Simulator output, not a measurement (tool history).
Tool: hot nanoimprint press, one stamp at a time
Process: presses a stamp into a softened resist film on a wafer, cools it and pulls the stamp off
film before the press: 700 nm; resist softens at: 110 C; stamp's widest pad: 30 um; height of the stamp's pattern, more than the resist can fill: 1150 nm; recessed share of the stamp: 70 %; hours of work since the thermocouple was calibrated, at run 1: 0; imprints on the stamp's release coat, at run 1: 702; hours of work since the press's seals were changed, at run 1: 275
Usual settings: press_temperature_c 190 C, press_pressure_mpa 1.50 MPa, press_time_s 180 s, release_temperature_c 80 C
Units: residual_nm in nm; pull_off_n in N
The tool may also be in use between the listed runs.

run    hour  press_temperature_c  press_pressure_mpa  press_time_s  release_temperature_c  hours of work since the thermocouple was calibrated  imprints on the stamp's release coat  hours of work since the press's seals were changed  residual_nm  pull_off_n
  1     0.0                  190                1.50           180                     80                                                    0                                   702                                                 275        376.8         228
  2    49.3                  190                1.50           180                     80                                                   35                                   943                                                 310        375.3         238
  3   103.1                  190                1.50           180                     80                                                   72                                  1205                                                 347        374.9         245
  4   141.1                  190                1.50           180                     80                                                   99                                  1390                                                 374        373.6         249
      187.1  -- stamp cleaned and given a new release coat
  5   204.3                  190                1.50           180                     80                                                  139                                    84                                                 414        373.0         215
  6   240.3                  190                1.50           180                     80                                                  165                                   260                                                 440        374.3         220
  7   271.3                  183                1.50           180                     80                                                  186                                   411                                                 461        470.5         231
  8   312.8                  185                1.50           180                     80                                                  215                                   614                                                 490        441.3         234
      365.5  -- press's hydraulic seals changed and the load cell set to zero
  9   374.4                  196                1.50           180                     80                                                  253                                   875                                                   6        297.5         233
 10   401.9                  196                1.50           180                     80                                                  272                                  1009                                                  26        296.8         250
 11   443.2                  190                1.50           282                     80                                                  301                                  1211                                                  55        317.9         253
 12   506.0                  190                1.50           129                     80                                                  346                                  1517                                                  99        407.7         259
      522.5  -- stamp cleaned and given a new release coat
 13   555.9                  190                1.50           129                     80                                                  376                                   163                                                 129        406.5         214
      595.1  -- plate thermocouple calibrated
 14   604.4                  190                1.50           144                     80                                                    7                                   385                                                 161        405.9         228
 15   664.6                  190                1.50           144                     80                                                   49                                   679                                                 204        406.2         235
 16   724.3                  186                1.10           358                     66                                                   91                                   970                                                 246        403.8         286
 17   774.3                  186                1.10           358                     66                                                  126                                  1214                                                 281        402.0         301
 18   833.0                  190                1.77           243                     76                                                  167                                  1500                                                 322        313.4         283
      856.1  -- stamp cleaned and given a new release coat
 19   887.9                  197                1.68           279                     69                                                  201                                   155                                                 356        234.1         248
 20   937.0                  193                1.86           353                     83                                                  236                                   394                                                 391        236.7         214
 21   993.9                  189                1.86           154                     83                                                  276                                   671                                                 431        368.9         228
 22  1024.1                  189                1.86           154                     83                                                  297                                   819                                                 452        367.4         229
 23  1053.0                  189                1.86           154                     83                                                  317                                   959                                                 472        369.0         226
 24  1081.6                  189                1.86            99                     83                                                  337                                  1099                                                 492        420.3         237
     1131.8  -- press's hydraulic seals changed and the load cell set to zero
 25  1154.0                  190                1.50           130                     76                                                  383                                  1413                                                  16        409.4         275
     1187.3  -- plate thermocouple calibrated
     1196.6  -- stamp cleaned and given a new release coat
 26  1204.7                  190                1.34           165                     76                                                    8                                    40                                                  45        408.5         226
 27  1263.0                  190                1.34           165                     76                                                   49                                   324                                                  86        407.5         242
 28  1296.2                  190                1.05           154                     76                                                   72                                   486                                                 109        459.5         241

Hidden state or all else? Some run-to-run changes of residual_nm, split into what the settings, what came in and random variation would give without the hidden state, and what is left for the hidden state (with any gauge scatter that isn't in both results):
The hidden state here: true temperature over the reading, C; pressure that arrives at the usual setting, %; grip of the stamp's worn release coat, % over a new coat's; drift of the gauge itself on residual_nm, %; drift of the gauge itself on pull_off_n, %.
Run 8 -> 9: press_temperature_c 185 -> 196, press's hydraulic seals changed and the load cell set to zero. residual_nm -143.8 nm: hidden state -1.8, all else -142.0.
Run 13 -> 14: press_time_s 129 -> 144, plate thermocouple calibrated. residual_nm -0.6 nm: hidden state +12.8, all else -13.4.
Run 20 -> 21: press_temperature_c 193 -> 189, press_time_s 353 -> 154. residual_nm +132.2 nm: hidden state -1.0, all else +133.2.
Run 25 -> 26: press_pressure_mpa 1.50 -> 1.34, press_time_s 130 -> 165, plate thermocouple calibrated, stamp cleaned and given a new release coat. residual_nm -0.9 nm: hidden state +7.8, all else -8.7.
